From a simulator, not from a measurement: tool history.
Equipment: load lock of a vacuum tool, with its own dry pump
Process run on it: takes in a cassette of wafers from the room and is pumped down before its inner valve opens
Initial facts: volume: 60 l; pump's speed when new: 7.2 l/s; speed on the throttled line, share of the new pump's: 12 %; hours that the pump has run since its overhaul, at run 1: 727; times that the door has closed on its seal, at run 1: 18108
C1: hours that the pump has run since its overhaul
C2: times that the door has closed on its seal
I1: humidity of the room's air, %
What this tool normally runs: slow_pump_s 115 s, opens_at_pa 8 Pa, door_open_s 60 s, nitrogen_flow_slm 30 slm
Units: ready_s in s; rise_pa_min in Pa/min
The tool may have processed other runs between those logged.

run 1 hour=0.0 | slow_pump_s=115 opens_at_pa=8 door_open_s=60 nitrogen_flow_slm=30 | C1=727 C2=18108 | I1=42.1 | ready_s=179.1 rise_pa_min=0.105
run 2 hour=241.4 | slow_pump_s=115 opens_at_pa=8 door_open_s=60 nitrogen_flow_slm=30 | C1=968 C2=19056 | I1=44.0 | ready_s=181.3 rise_pa_min=0.110
run 3 hour=412.3 | slow_pump_s=115 opens_at_pa=8 door_open_s=60 nitrogen_flow_slm=30 | C1=1139 C2=19727 | I1=46.2 | ready_s=179.3 rise_pa_min=0.116
run 4 hour=567.7 | slow_pump_s=115 opens_at_pa=9 door_open_s=60 nitrogen_flow_slm=30 | C1=1294 C2=20337 | I1=45.0 | ready_s=180.4 rise_pa_min=0.120
run 5 hour=709.3 | slow_pump_s=115 opens_at_pa=9 door_open_s=60 nitrogen_flow_slm=30 | C1=1436 C2=20893 | I1=42.0 | ready_s=179.1 rise_pa_min=0.126
run 6 hour=932.5 | slow_pump_s=115 opens_at_pa=8 door_open_s=60 nitrogen_flow_slm=30 | C1=1659 C2=21769 | I1=43.2 | ready_s=180.2 rise_pa_min=0.126
run 7 hour=1153.1 | slow_pump_s=115 opens_at_pa=8 door_open_s=60 nitrogen_flow_slm=30 | C1=1880 C2=22636 | I1=48.7 | ready_s=180.4 rise_pa_min=0.143
run 8 hour=1297.4 | slow_pump_s=115 opens_at_pa=8 door_open_s=60 nitrogen_flow_slm=30 | C1=2024 C2=23202 | I1=44.3 | ready_s=180.2 rise_pa_min=0.143
run 9 hour=1483.8 | slow_pump_s=85 opens_at_pa=8 door_open_s=60 nitrogen_flow_slm=30 | C1=2210 C2=23934 | I1=42.0 | ready_s=154.6 rise_pa_min=0.149
run 10 hour=1712.4 | slow_pump_s=85 opens_at_pa=8 door_open_s=161 nitrogen_flow_slm=12 | C1=2439 C2=24832 | I1=42.7 | ready_s=155.5 rise_pa_min=0.174
run 11 hour=1925.5 | slow_pump_s=107 opens_at_pa=9 door_open_s=97 nitrogen_flow_slm=25 | C1=2652 C2=25668 | I1=44.4 | ready_s=173.4 rise_pa_min=0.172
run 12 hour=2165.5 | slow_pump_s=121 opens_at_pa=12 door_open_s=30 nitrogen_flow_slm=30 | C1=2892 C2=26611 | I1=48.6 | ready_s=181.8 rise_pa_min=0.170
run 13 hour=2434.3 | slow_pump_s=121 opens_at_pa=8 door_open_s=30 nitrogen_flow_slm=30 | C1=3161 C2=27666 | I1=47.8 | ready_s=186.9 rise_pa_min=0.185
run 14 hour=2611.0 | slow_pump_s=121 opens_at_pa=9 door_open_s=30 nitrogen_flow_slm=37 | C1=3338 C2=28360 | I1=43.4 | ready_s=185.1 rise_pa_min=0.187
run 15 hour=2855.0 | slow_pump_s=121 opens_at_pa=9 door_open_s=30 nitrogen_flow_slm=5 | C1=3582 C2=29318 | I1=44.6 | ready_s=186.7 rise_pa_min=0.209
run 16 hour=3071.5 | slow_pump_s=68 opens_at_pa=12 door_open_s=30 nitrogen_flow_slm=5 | C1=3798 C2=30168 | I1=46.0 | ready_s=137.3 rise_pa_min=0.212
run 17 hour=3284.2 | slow_pump_s=60 opens_at_pa=10 door_open_s=60 nitrogen_flow_slm=4 | C1=4011 C2=31003 | I1=46.0 | ready_s=130.4 rise_pa_min=0.232
run 18 hour=3545.9 | slow_pump_s=60 opens_at_pa=10 door_open_s=60 nitrogen_flow_slm=4 | C1=4273 C2=32030 | I1=46.3 | ready_s=131.1 rise_pa_min=0.244

Predict each of these 4 candidate next runs independently; none follows another, all start after run 18:
-- hour=3774.4 door's seal changed, seat wiped
run A hour=3818.3 | slow_pump_s=115 opens_at_pa=8 door_open_s=213 nitrogen_flow_slm=30 | C1=4543 C2=172 | I1=45.9 | ready_s=? rise_pa_min=?
-- hour=3774.4 door's seal changed, seat wiped
run B hour=3818.3 | slow_pump_s=115 opens_at_pa=8 door_open_s=61 nitrogen_flow_slm=28 | C1=4543 C2=172 | I1=43.4 | ready_s=? rise_pa_min=?
-- hour=3774.4 door's seal changed, seat wiped
run C hour=3818.3 | slow_pump_s=206 opens_at_pa=10 door_open_s=60 nitrogen_flow_slm=4 | C1=4543 C2=172 | I1=42.3 | ready_s=? rise_pa_min=?
-- hour=3774.4 door's seal changed, seat wiped
run D hour=3818.3 | slow_pump_s=190 opens_at_pa=8 door_open_s=202 nitrogen_flow_slm=8 | C1=4543 C2=172 | I1=45.4 | ready_s=? rise_pa_min=?

run=A ready_s=181.5 rise_pa_min=0.033
run=B ready_s=182.4 rise_pa_min=0.013
run=C ready_s=261.1 rise_pa_min=0.026
run=D ready_s=248.9 rise_pa_min=0.047
Stripped of hidden state, with their random variation kept, the same runs would have yielded:
run=A ready_s=180.0 rise_pa_min=0.032
run=B ready_s=180.9 rise_pa_min=0.012
run=C ready_s=259.8 rise_pa_min=0.025
run=D ready_s=247.6 rise_pa_min=0.046
